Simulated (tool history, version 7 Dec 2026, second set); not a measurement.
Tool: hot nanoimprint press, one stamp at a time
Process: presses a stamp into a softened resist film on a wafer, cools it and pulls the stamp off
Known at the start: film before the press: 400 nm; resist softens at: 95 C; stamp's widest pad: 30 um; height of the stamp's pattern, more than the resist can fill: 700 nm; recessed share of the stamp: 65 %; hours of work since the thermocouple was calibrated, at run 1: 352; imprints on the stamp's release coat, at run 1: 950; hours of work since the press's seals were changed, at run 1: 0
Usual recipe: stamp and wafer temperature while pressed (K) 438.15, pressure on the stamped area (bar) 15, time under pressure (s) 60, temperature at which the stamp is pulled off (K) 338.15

run	hour	stamp and wafer temperature while pressed (K)	pressure on the stamped area (bar)	time under pressure (s)	temperature at which the stamp is pulled off (K)	hours of work since the thermocouple was calibrated	imprints on the stamp's release coat	hours of work since the press's seals were changed	resist left under the stamp's widest pad (Å)	greatest force while the stamp is pulled off (N)
1	0	438.15	15	60	338.15	352	950	0	1580	245
2	57.6	438.15	15	60	338.15	394	1125	42	1588	252
3	99.8	438.15	15	60	338.15	425	1253	73	1595	255
4	157.6	431.15	15	60	338.15	468	1428	116	2188	267
# hour 227.5: plate thermocouple calibrated
5	239.1	431.15	15	60	338.15	9	1667	174	2052	263
6	319.8	431.15	15	60	338.15	68	1912	233	2074	287
7	369	431.15	15	60	338.15	104	2061	269	2088	284
8	432.8	431.15	15	60	338.15	151	2254	316	2093	294
# hour 466.1: stamp cleaned and given a new release coat
9	501.7	431.15	15	60	338.15	197	108	363	2133	202
10	554.6	438.15	15	60	338.15	236	269	402	1571	209
11	637.5	438.15	15	60	338.15	297	520	463	1583	219
12	711.1	438.15	15	60	338.15	352	744	517	1612	234
13	778.8	438.15	15	86	346.15	401	949	567	1405	190
# hour 811.1: press's hydraulic seals changed and the load cell set to zero
14	836.7	438.15	12.7	60	341.15	438	1101	19	1742	229
15	910.8	438.15	19.7	60	328.15	493	1326	73	1402	321
# hour 952: plate thermocouple calibrated
16	995.6	442.15	10.5	60	338.15	32	1574	134	1540	260
17	1042.7	442.15	17.5	38	334.15	67	1717	168	1410	305
18	1108.5	442.15	17.5	38	334.15	115	1916	217	1433	323
19	1190.6	438.15	20.8	31	343.15	176	2165	277	1693	255
# hour 1253.6: stamp cleaned and given a new release coat
20	1253.6	438.15	21.6	31	332.15	218	0	319	1674	227
21	1323.7	445.15	12.6	87	338.15	269	212	371	1101	201
22	1404	445.15	12.6	87	338.15	328	456	430	1126	224
23	1459	437.15	10.5	34	331.15	369	623	470	2410	270
24	1502	437.15	10.5	34	331.15	400	753	502	2403	284

Across each entry between runs, compare the hidden state at the last listed run before it with the hidden state at the first listed run after it:
After run 4, before run 5: plate thermocouple calibrated (hour 227.5)
  true temperature over the reading, C: -1.6 -> -0.09; pressure that arrives at the usual setting, %: 100.17 -> 99.82; grip of the stamp's worn release coat, % over a new coat's: 31.1 -> 36.6
  difference, measured minus the result without the unlogged condition, resist left under the stamp's widest pad (Å): +146 -> +9; greatest force while the stamp is pulled off (N): +72 -> +71
After run 8, before run 9: stamp cleaned and given a new release coat (hour 466.1)
  true temperature over the reading, C: -0.58 -> -0.73; pressure that arrives at the usual setting, %: 98.97 -> 98.7; grip of the stamp's worn release coat, % over a new coat's: 50.4 -> 2.3
  difference, measured minus the result without the unlogged condition, resist left under the stamp's widest pad (Å): +62 -> +79; greatest force while the stamp is pulled off (N): +102 -> +8
After run 13, before run 14: press's hydraulic seals changed and the load cell set to zero (hour 811.1)
  true temperature over the reading, C: -1.43 -> -1.54; pressure that arrives at the usual setting, %: 97.49 -> 99.88; grip of the stamp's worn release coat, % over a new coat's: 20.4 -> 23.8
  difference, measured minus the result without the unlogged condition, resist left under the stamp's widest pad (Å): +106 -> +113; greatest force while the stamp is pulled off (N): +40 -> +51
After run 15, before run 16: plate thermocouple calibrated (hour 952)
  true temperature over the reading, C: -1.73 -> -0.22; pressure that arrives at the usual setting, %: 99.59 -> 99.26; grip of the stamp's worn release coat, % over a new coat's: 28.8 -> 34.5
  difference, measured minus the result without the unlogged condition, resist left under the stamp's widest pad (Å): +111 -> +18; greatest force while the stamp is pulled off (N): +81 -> +68
After run 19, before run 20: stamp cleaned and given a new release coat (hour 1253.6)
  true temperature over the reading, C: -0.72 -> -0.87; pressure that arrives at the usual setting, %: 98.4 -> 98.14; grip of the stamp's worn release coat, % over a new coat's: 48.3 -> 0
  difference, measured minus the result without the unlogged condition, resist left under the stamp's widest pad (Å): +69 -> +84; greatest force while the stamp is pulled off (N): +87 -> +4
